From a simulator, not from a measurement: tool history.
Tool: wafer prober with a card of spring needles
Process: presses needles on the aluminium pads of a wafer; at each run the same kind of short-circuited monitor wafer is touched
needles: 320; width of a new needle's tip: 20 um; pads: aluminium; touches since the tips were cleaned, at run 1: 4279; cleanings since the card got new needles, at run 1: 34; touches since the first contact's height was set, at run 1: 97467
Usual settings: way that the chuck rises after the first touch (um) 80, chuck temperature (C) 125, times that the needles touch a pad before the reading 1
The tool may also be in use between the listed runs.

run	day	way that the chuck rises after the first touch (um)	chuck temperature (C)	times that the needles touch a pad before the reading	touches since the tips were cleaned	cleanings since the card got new needles	touches since the first contact's height was set	resistance of one needle with its contact and lead (mohm)	way that a needle slides on the pad (um)
1	0.000	80	125	1	4279	34	97467	252	15.08
# day 0.338: tips cleaned on abrasive film
# day 1.150: tips cleaned on abrasive film
2	1.729	80	125	1	4773	36	111687	250	15.12
# day 2.075: tips cleaned on abrasive film
# day 2.954: tips cleaned on abrasive film
3	2.996	87	125	1	317	38	122098	203	16.38
# day 3.775: tips cleaned on abrasive film
4	3.821	87	125	1	391	39	128904	205	16.37
# day 4.550: tips cleaned on abrasive film
5	4.750	87	125	1	1645	40	136545	220	16.37
# day 4.879: height of the first contact set anew
# day 5.388: tips cleaned on abrasive film
# day 6.204: tips cleaned on abrasive film
6	6.204	87	125	1	0	42	10897	195	16.20
# day 7.033: tips cleaned on abrasive film
# day 7.808: tips cleaned on abrasive film
7	7.925	80	125	1	959	44	25047	217	14.84
# day 8.617: tips cleaned on abrasive film
8	8.754	69	125	1	1135	45	31868	230	12.73
# day 9.450: tips cleaned on abrasive film
# day 10.221: tips cleaned on abrasive film
9	10.392	72	125	1	1409	47	45336	234	13.27
# day 11.029: tips cleaned on abrasive film
10	11.662	72	125	1	5220	48	55816	272	13.29
# day 11.917: tips cleaned on abrasive film
# day 12.446: height of the first contact set anew, once more
11	12.517	72	125	1	4869	49	610	266	13.74
# day 12.725: tips cleaned on abrasive film
# day 13.575: tips cleaned on abrasive film
12	13.933	72	125	1	2964	51	12256	249	13.74
# day 14.362: tips cleaned on abrasive film
# day 15.138: tips cleaned on abrasive film
13	15.450	72	125	1	2588	53	24726	246	13.69
# day 15.958: tips cleaned on abrasive film
# day 16.733: tips cleaned on abrasive film
14	16.733	72	125	1	0	55	35281	204	13.70
# day 17.588: tips cleaned on abrasive film
15	17.588	80	125	1	0	56	42297	197	15.22
# day 18.446: tips cleaned on abrasive film
16	18.792	69	125	1	2857	57	52213	262	13.08
# day 19.342: tips cleaned on abrasive film
# day 20.200: tips cleaned on abrasive film
17	20.200	96	125	1	0	59	63790	198	18.23
18	20.958	81	125	1	6275	59	70065	261	15.34
# day 21.125: tips cleaned on abrasive film
# day 21.925: tips cleaned on abrasive film
# day 22.708: tips cleaned on abrasive film
19	22.708	81	125	1	0	62	84445	199	15.32
# day 23.542: tips cleaned on abrasive film
# day 24.312: tips cleaned on abrasive film
20	24.312	95	76	2	0	64	97641	186	17.97
# day 25.083: tips cleaned on abrasive film
21	25.458	62	75	2	3103	65	107090	236	11.65
# day 25.892: tips cleaned on abrasive film
22	26.604	62	92	2	5876	66	116529	255	11.65
# day 26.712: tips cleaned on abrasive film
# day 27.517: tips cleaned on abrasive film
# day 28.350: tips cleaned on abrasive film
23	28.408	63	91	1	489	69	131355	219	11.81
# day 29.058: height of the first contact set anew
# day 29.229: tips cleaned on abrasive film
# day 30.042: tips cleaned on abrasive film
24	30.042	63	91	3	0	71	8063	199	12.04
# day 30.850: tips cleaned on abrasive film
25	31.288	63	91	3	3603	72	18322	222	12.00
# day 31.717: tips cleaned on abrasive film
# day 32.583: tips cleaned on abrasive film
26	32.875	91	94	3	2413	74	31373	201	17.32
# day 33.358: tips cleaned on abrasive film
# day 34.154: tips cleaned on abrasive film
27	34.225	80	82	2	565	76	42477	192	15.20
# day 35.021: tips cleaned on abrasive film
28	35.021	80	35	1	0	77	49042	182	15.18
# day 35.904: tips cleaned on abrasive film
29	36.062	78	35	1	1319	78	57631	216	14.85
# day 36.788: tips cleaned on abrasive film
# day 37.588: tips cleaned on abrasive film
30	37.588	78	35	1	0	80	70145	181	14.78

Hidden state at the last listed run before each entry between runs and at the first one after, where it differs:
Between runs 1 and 2: tips cleaned on abrasive film (day 0.338); tips cleaned on abrasive film (day 1.150)
  debris on the tips, nm: 83.5 -> 87; way that the needles fall short of the set height, um: 0.88 -> 0.99; tips' diameter, um: 20.74 -> 20.78
  measured less the result without the state, resistance of one needle with its contact and lead (mohm): +56 -> +58; way that a needle slides on the pad (um): -0.17 -> -0.18
Between runs 2 and 3: tips cleaned on abrasive film (day 2.075); tips cleaned on abrasive film (day 2.954)
  debris on the tips, nm: 87 -> 17; way that the needles fall short of the set height, um: 0.99 -> 1.13; tips' diameter, um: 20.78 -> 20.83
  measured less the result without the state, resistance of one needle with its contact and lead (mohm): +58 -> +10; way that a needle slides on the pad (um): -0.18 -> -0.22
Between runs 3 and 4: tips cleaned on abrasive film (day 3.775)
  debris on the tips, nm: 17 -> 17.3; way that the needles fall short of the set height, um: 1.13 -> 1.21; tips' diameter, um: 20.83 -> 20.86
  measured less the result without the state, resistance of one needle with its contact and lead (mohm): +10 -> +11; way that a needle slides on the pad (um): -0.22 -> -0.23
Between runs 4 and 5: tips cleaned on abrasive film (day 4.550)
  debris on the tips, nm: 17.3 -> 46.7; way that the needles fall short of the set height, um: 1.21 -> 1.26; tips' diameter, um: 20.86 -> 20.87
  measured less the result without the state, resistance of one needle with its contact and lead (mohm): +11 -> +28; way that a needle slides on the pad (um): -0.23 -> -0.25
Between runs 5 and 6: height of the first contact set anew (day 4.879); tips cleaned on abrasive film (day 5.388); tips cleaned on abrasive film (day 6.204)
  debris on the tips, nm: 46.7 -> 5.4; way that the needles fall short of the set height, um: 1.26 -> 2.12; tips' diameter, um: 20.87 -> 20.92
  measured less the result without the state, resistance of one needle with its contact and lead (mohm): +28 -> +4; way that a needle slides on the pad (um): -0.25 -> -0.40
Between runs 6 and 7: tips cleaned on abrasive film (day 7.033); tips cleaned on abrasive film (day 7.808)
  debris on the tips, nm: 5.4 -> 34.5; way that the needles fall short of the set height, um: 2.12 -> 2.24; tips' diameter, um: 20.92 -> 20.96
  measured less the result without the state, resistance of one needle with its contact and lead (mohm): +4 -> +25; way that a needle slides on the pad (um): -0.40 -> -0.43
Between runs 7 and 8: tips cleaned on abrasive film (day 8.617)
  debris on the tips, nm: 34.5 -> 36.8; way that the needles fall short of the set height, um: 2.24 -> 2.31; tips' diameter, um: 20.96 -> 20.98
  measured less the result without the state, resistance of one needle with its contact and lead (mohm): +25 -> +35; way that a needle slides on the pad (um): -0.43 -> -0.44
Between runs 8 and 9: tips cleaned on abrasive film (day 9.450); tips cleaned on abrasive film (day 10.221)
  debris on the tips, nm: 36.8 -> 44.7; way that the needles fall short of the set height, um: 2.31 -> 2.46; tips' diameter, um: 20.98 -> 21.03
  measured less the result without the state, resistance of one needle with its contact and lead (mohm): +35 -> +39; way that a needle slides on the pad (um): -0.44 -> -0.47
Between runs 9 and 10: tips cleaned on abrasive film (day 11.029)
  debris on the tips, nm: 44.7 -> 86; way that the needles fall short of the set height, um: 2.46 -> 2.54; tips' diameter, um: 21.03 -> 21.06
  measured less the result without the state, resistance of one needle with its contact and lead (mohm): +39 -> +74; way that a needle slides on the pad (um): -0.47 -> -0.49
Between runs 10 and 11: tips cleaned on abrasive film (day 11.917); height of the first contact set anew, once more (day 12.446)
  debris on the tips, nm: 86 -> 86.8; way that the needles fall short of the set height, um: 2.54 -> 0; tips' diameter, um: 21.06 -> 21.08
  measured less the result without the state, resistance of one needle with its contact and lead (mohm): +74 -> +70; way that a needle slides on the pad (um): -0.49 -> +0.00
Between runs 11 and 12: tips cleaned on abrasive film (day 12.725); tips cleaned on abrasive film (day 13.575)
  debris on the tips, nm: 86.8 -> 68.4; way that the needles fall short of the set height, um: 0 -> 0.11; tips' diameter, um: 21.08 -> 21.12
  measured less the result without the state, resistance of one needle with its contact and lead (mohm): +70 -> +55; way that a needle slides on the pad (um): +0.00 -> -0.02
Between runs 12 and 13: tips cleaned on abrasive film (day 14.362); tips cleaned on abrasive film (day 15.138)
  debris on the tips, nm: 68.4 -> 64.3; way that the needles fall short of the set height, um: 0.11 -> 0.26; tips' diameter, um: 21.12 -> 21.17
  measured less the result without the state, resistance of one needle with its contact and lead (mohm): +55 -> +52; way that a needle slides on the pad (um): -0.02 -> -0.05
Between runs 13 and 14: tips cleaned on abrasive film (day 15.958); tips cleaned on abrasive film (day 16.733)
  debris on the tips, nm: 64.3 -> 9.7; way that the needles fall short of the set height, um: 0.26 -> 0.39; tips' diameter, um: 21.17 -> 21.22
  measured less the result without the state, resistance of one needle with its contact and lead (mohm): +52 -> +9; way that a needle slides on the pad (um): -0.05 -> -0.07
Between runs 14 and 15: tips cleaned on abrasive film (day 17.588)
  debris on the tips, nm: 9.7 -> 4.6; way that the needles fall short of the set height, um: 0.39 -> 0.46; tips' diameter, um: 21.22 -> 21.24
  measured less the result without the state, resistance of one needle with its contact and lead (mohm): +9 -> +4; way that a needle slides on the pad (um): -0.07 -> -0.09
Between runs 15 and 16: tips cleaned on abrasive film (day 18.446)
  debris on the tips, nm: 4.6 -> 68; way that the needles fall short of the set height, um: 0.46 -> 0.53; tips' diameter, um: 21.24 -> 21.27
  measured less the result without the state, resistance of one needle with its contact and lead (mohm): +4 -> +62; way that a needle slides on the pad (um): -0.09 -> -0.10
Between runs 16 and 17: tips cleaned on abrasive film (day 19.342); tips cleaned on abrasive film (day 20.200)
  debris on the tips, nm: 68 -> 8.5; way that the needles fall short of the set height, um: 0.53 -> 0.66; tips' diameter, um: 21.27 -> 21.31
  measured less the result without the state, resistance of one needle with its contact and lead (mohm): +62 -> +5; way that a needle slides on the pad (um): -0.10 -> -0.13
Between runs 18 and 19: tips cleaned on abrasive film (day 21.125); tips cleaned on abrasive film (day 21.925); tips cleaned on abrasive film (day 22.708)
  debris on the tips, nm: 97 -> 10.6; way that the needles fall short of the set height, um: 0.66 -> 0.81; tips' diameter, um: 21.31 -> 21.37
  measured less the result without the state, resistance of one needle with its contact and lead (mohm): +67 -> +8; way that a needle slides on the pad (um): -0.13 -> -0.16
Between runs 19 and 20: tips cleaned on abrasive film (day 23.542); tips cleaned on abrasive film (day 24.312)
  debris on the tips, nm: 10.6 -> 4.5; way that the needles fall short of the set height, um: 0.81 -> 0.93; tips' diameter, um: 21.37 -> 21.41
  measured less the result without the state, resistance of one needle with its contact and lead (mohm): +8 -> +2; way that a needle slides on the pad (um): -0.16 -> -0.18
Between runs 20 and 21: tips cleaned on abrasive film (day 25.083)
  debris on the tips, nm: 4.5 -> 67.3; way that the needles fall short of the set height, um: 0.93 -> 1.01; tips' diameter, um: 21.41 -> 21.44
  measured less the result without the state, resistance of one needle with its contact and lead (mohm): +2 -> +49; way that a needle slides on the pad (um): -0.18 -> -0.20
Between runs 21 and 22: tips cleaned on abrasive film (day 25.892)
  debris on the tips, nm: 67.3 -> 91.4; way that the needles fall short of the set height, um: 1.01 -> 1.08; tips' diameter, um: 21.44 -> 21.46
  measured less the result without the state, resistance of one needle with its contact and lead (mohm): +49 -> +66; way that a needle slides on the pad (um): -0.20 -> -0.20
Between runs 22 and 23: tips cleaned on abrasive film (day 26.712); tips cleaned on abrasive film (day 27.517); tips cleaned on abrasive film (day 28.350)
  debris on the tips, nm: 91.4 -> 21.8; way that the needles fall short of the set height, um: 1.08 -> 1.27; tips' diameter, um: 21.46 -> 21.53
  measured less the result without the state, resistance of one needle with its contact and lead (mohm): +66 -> +27; way that a needle slides on the pad (um): -0.20 -> -0.24
Between runs 23 and 24: height of the first contact set anew (day 29.058); tips cleaned on abrasive film (day 29.229); tips cleaned on abrasive film (day 30.042)
  debris on the tips, nm: 21.8 -> 11.3; way that the needles fall short of the set height, um: 1.27 -> 0.1; tips' diameter, um: 21.53 -> 21.56
  measured less the result without the state, resistance of one needle with its contact and lead (mohm): +27 -> +6; way that a needle slides on the pad (um): -0.24 -> -0.02
Between runs 24 and 25: tips cleaned on abrasive film (day 30.850)
  debris on the tips, nm: 11.3 -> 79.8; way that the needles fall short of the set height, um: 0.1 -> 0.17; tips' diameter, um: 21.56 -> 21.59
  measured less the result without the state, resistance of one needle with its contact and lead (mohm): +6 -> +33; way that a needle slides on the pad (um): -0.02 -> -0.04
Between runs 25 and 26: tips cleaned on abrasive film (day 31.717); tips cleaned on abrasive film (day 32.583)
  debris on the tips, nm: 79.8 -> 61.3; way that the needles fall short of the set height, um: 0.17 -> 0.29; tips' diameter, um: 21.59 -> 21.63
  measured less the result without the state, resistance of one needle with its contact and lead (mohm): +33 -> +14; way that a needle slides on the pad (um): -0.04 -> -0.06
Between runs 26 and 27: tips cleaned on abrasive film (day 33.358); tips cleaned on abrasive film (day 34.154)
  debris on the tips, nm: 61.3 -> 18.8; way that the needles fall short of the set height, um: 0.29 -> 0.44; tips' diameter, um: 21.63 -> 21.68
  measured less the result without the state, resistance of one needle with its contact and lead (mohm): +14 -> +9; way that a needle slides on the pad (um): -0.06 -> -0.08
Between runs 27 and 28: tips cleaned on abrasive film (day 35.021)
  debris on the tips, nm: 18.8 -> 7.3; way that the needles fall short of the set height, um: 0.44 -> 0.5; tips' diameter, um: 21.68 -> 21.7
  measured less the result without the state, resistance of one needle with its contact and lead (mohm): +9 -> +7; way that a needle slides on the pad (um): -0.08 -> -0.09
Between runs 28 and 29: tips cleaned on abrasive film (day 35.904)
  debris on the tips, nm: 7.3 -> 40.8; way that the needles fall short of the set height, um: 0.5 -> 0.56; tips' diameter, um: 21.7 -> 21.72
  measured less the result without the state, resistance of one needle with its contact and lead (mohm): +7 -> +37; way that a needle slides on the pad (um): -0.09 -> -0.11
Between runs 29 and 30: tips cleaned on abrasive film (day 36.788); tips cleaned on abrasive film (day 37.588)
  debris on the tips, nm: 40.8 -> 3.8; way that the needles fall short of the set height, um: 0.56 -> 0.66; tips' diameter, um: 21.72 -> 21.76
  measured less the result without the state, resistance of one needle with its contact and lead (mohm): +37 -> +4; way that a needle slides on the pad (um): -0.11 -> -0.13
